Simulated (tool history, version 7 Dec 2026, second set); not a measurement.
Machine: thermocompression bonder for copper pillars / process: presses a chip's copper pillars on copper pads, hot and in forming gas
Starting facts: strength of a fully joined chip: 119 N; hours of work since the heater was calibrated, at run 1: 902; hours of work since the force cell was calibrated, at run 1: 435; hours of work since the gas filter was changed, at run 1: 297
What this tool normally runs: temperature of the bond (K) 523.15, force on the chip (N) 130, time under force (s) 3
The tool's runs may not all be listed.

run	hour	temperature of the bond (K)	force on the chip (N)	time under force (s)	hours of work since the heater was calibrated	hours of work since the force cell was calibrated	hours of work since the gas filter was changed	force that shears a chip off (N)
1	0.0	523.15	130	3	902	435	297	46.9
2	21.0	523.15	130	3	917	449	312	45.8
3	45.8	523.15	130	3	935	467	329	46.7
4	68.5	523.15	130	3	950	483	345	46.9
# hour 83.7: heater calibrated with a thermocouple chip
5	92.7	523.15	130	2	6	498	361	38.2
6	111.8	500.15	130	2	20	512	374	26.5
# hour 118.8: forming gas filter changed
7	135.5	500.15	130	2	36	528	12	26.1
8	159.6	500.15	130	2	53	545	29	27.5
9	178.0	500.15	130	2	66	558	42	27.6
10	200.3	523.15	101	3	82	574	57	40.1
11	221.6	523.15	101	3	97	589	72	39.9
12	243.0	523.15	130	3	112	604	87	45.1
13	263.2	523.15	130	3	126	618	102	45.3
14	283.3	523.15	130	3	140	632	116	44.9
15	298.2	523.15	130	3	151	643	126	45.8
16	321.1	523.15	130	3	167	659	143	46.0
17	334.2	538.15	130	3	176	668	152	56.0
18	349.4	544.15	130	3	187	679	162	59.0
19	362.6	544.15	130	3	196	688	172	58.8
20	378.2	533.15	130	8	207	699	183	73.7
21	400.9	533.15	130	8	223	715	199	71.9
22	420.2	523.15	146	3	237	729	212	48.6
23	443.9	523.15	146	3	253	745	229	48.0
24	466.5	523.15	146	3	269	761	245	48.7
25	482.1	523.15	83	8	280	772	256	50.7
26	502.0	523.15	162	6	294	786	270	66.4
27	525.1	523.15	152	7	311	803	286	67.0
28	544.0	523.15	152	7	324	816	300	67.5
29	563.9	523.15	140	7	338	830	314	64.8
30	575.9	523.15	140	7	346	838	322	64.2
31	588.5	530.15	103	3	355	847	331	43.1
32	611.2	546.15	140	7	371	863	347	81.5
33	623.4	513.15	91	3	380	872	355	31.1
34	648.5	513.15	91	3	398	890	373	30.5
# hour 657.2: forming gas filter changed
35	670.4	533.15	130	3	413	905	9	54.0
36	695.6	519.15	181	3	430	922	27	52.8
37	713.4	535.15	109	4	443	935	40	52.9

Take each entry between the runs: how does the hidden state at the last listed run before it differ from the hidden state at the first listed run after it?
From run 4 to run 5: heater calibrated with a thermocouple chip (hour 83.7)
  true temperature of the bond over the reading, C: 1.1 -> 0.1; oxide that the forming gas leaves, % of the face: 1.24 -> 1.27
From run 6 to run 7: forming gas filter changed (hour 118.8)
  oxide that the forming gas leaves, % of the face: 1.31 -> 0.53
From run 34 to run 35: forming gas filter changed (hour 657.2)
  oxide that the forming gas leaves, % of the face: 1.33 -> 0.54
